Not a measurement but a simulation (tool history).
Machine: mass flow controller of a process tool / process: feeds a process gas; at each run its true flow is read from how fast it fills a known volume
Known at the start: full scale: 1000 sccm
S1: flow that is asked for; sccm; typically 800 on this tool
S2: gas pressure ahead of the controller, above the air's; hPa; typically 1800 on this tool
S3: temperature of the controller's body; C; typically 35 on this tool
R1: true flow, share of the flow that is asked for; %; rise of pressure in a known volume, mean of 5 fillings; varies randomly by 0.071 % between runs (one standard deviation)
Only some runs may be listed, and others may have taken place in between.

run,hour,S1,S2,S3,R1
1,0.0,800,1800,35,95.17
2,434.9,800,1800,35,95.05
3,743.0,800,1800,35,94.99
4,1117.4,800,1500,35,94.91
5,1474.0,800,1500,35,94.99
# hour 1677.1: controller's zero set anew
6,1694.0,800,1500,35,95.76
7,2063.8,800,1500,35,95.48
8,2442.0,800,1500,35,95.35
9,2726.8,800,1500,35,95.32
10,3150.1,800,1500,35,95.13
11,3475.6,800,1800,35,94.79
# hour 3541.2: controller exchanged for a calibrated one
12,3870.9,800,1800,35,99.50
13,4319.8,162,2760,35,97.89
14,4765.4,188,1800,27,98.32
15,5071.9,188,1800,27,98.34
16,5469.5,188,1800,27,98.09
17,5910.3,188,1800,27,97.93
18,6218.1,188,1800,27,97.80
19,6748.8,291,2380,29,97.46

Expected results for the next run?
20,7270.2,291,2380,29,?

Logged for run 20: R1 97.28 %.
With the hidden condition absent and the run-to-run variation left alone, this run would have shown R1 99.00 %.
